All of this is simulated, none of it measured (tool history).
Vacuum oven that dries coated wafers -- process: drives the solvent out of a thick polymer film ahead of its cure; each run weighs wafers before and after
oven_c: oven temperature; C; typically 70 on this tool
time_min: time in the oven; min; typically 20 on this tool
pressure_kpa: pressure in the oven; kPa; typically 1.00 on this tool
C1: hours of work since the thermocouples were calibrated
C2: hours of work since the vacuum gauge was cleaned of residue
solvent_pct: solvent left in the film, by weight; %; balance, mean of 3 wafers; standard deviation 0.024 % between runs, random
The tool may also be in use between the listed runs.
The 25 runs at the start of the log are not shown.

{"run": 26, "hour": 482.4, "oven_c": 75, "time_min": 10, "pressure_kpa": 1.0, "C1": 777, "C2": 273, "solvent_pct": 2.25}
{"run": 27, "hour": 507.6, "oven_c": 75, "time_min": 10, "pressure_kpa": 2.53, "C1": 788, "C2": 284, "solvent_pct": 3.3}
{"run": 28, "hour": 533.9, "oven_c": 73, "time_min": 19, "pressure_kpa": 1.0, "C1": 800, "C2": 296, "solvent_pct": 1.15}
{"run": 29, "hour": 559.0, "oven_c": 73, "time_min": 33, "pressure_kpa": 0.89, "C1": 811, "C2": 307, "solvent_pct": 0.73}
{"run": 30, "hour": 578.2, "oven_c": 65, "time_min": 26, "pressure_kpa": 3.65, "C1": 819, "C2": 316, "solvent_pct": 4.71}
{"run": 31, "hour": 597.3, "oven_c": 65, "time_min": 26, "pressure_kpa": 3.65, "C1": 828, "C2": 324, "solvent_pct": 4.69}
{"run": 32, "hour": 617.3, "oven_c": 65, "time_min": 26, "pressure_kpa": 3.65, "C1": 837, "C2": 333, "solvent_pct": 4.75}
{"run": 33, "hour": 633.0, "oven_c": 72, "time_min": 23, "pressure_kpa": 0.94, "C1": 844, "C2": 340, "solvent_pct": 0.96}
{"run": 34, "hour": 646.5, "oven_c": 70, "time_min": 15, "pressure_kpa": 0.74, "C1": 850, "C2": 346, "solvent_pct": 1.95}
{"run": 35, "hour": 669.8, "oven_c": 61, "time_min": 20, "pressure_kpa": 3.09, "C1": 860, "C2": 357, "solvent_pct": 6.35}

5 options for the next run, each taken on its own from the tool as it stands now. Forecast them:
{"run": "A", "hour": 693.7, "oven_c": 64, "time_min": 11, "pressure_kpa": 2.71, "C1": 871, "C2": 367, "solvent_pct": "?"}
{"run": "B", "hour": 693.7, "oven_c": 70, "time_min": 20, "pressure_kpa": 0.92, "C1": 871, "C2": 367, "solvent_pct": "?"}
{"run": "C", "hour": 693.7, "oven_c": 62, "time_min": 20, "pressure_kpa": 1.0, "C1": 871, "C2": 367, "solvent_pct": "?"}
{"run": "D", "hour": 693.7, "oven_c": 68, "time_min": 20, "pressure_kpa": 3.09, "C1": 871, "C2": 367, "solvent_pct": "?"}
{"run": "E", "hour": 693.7, "oven_c": 61, "time_min": 29, "pressure_kpa": 1.27, "C1": 871, "C2": 367, "solvent_pct": "?"}

run=A solvent_pct=7.11
run=B solvent_pct=1.45
run=C solvent_pct=3.54
run=D solvent_pct=3.82
run=E solvent_pct=2.87
The same runs, with their run-to-run variation unchanged, on a tool lacking any hidden condition would have given:
run=A solvent_pct=7.12
run=B solvent_pct=1.45
run=C solvent_pct=3.54
run=D solvent_pct=3.83
run=E solvent_pct=2.87
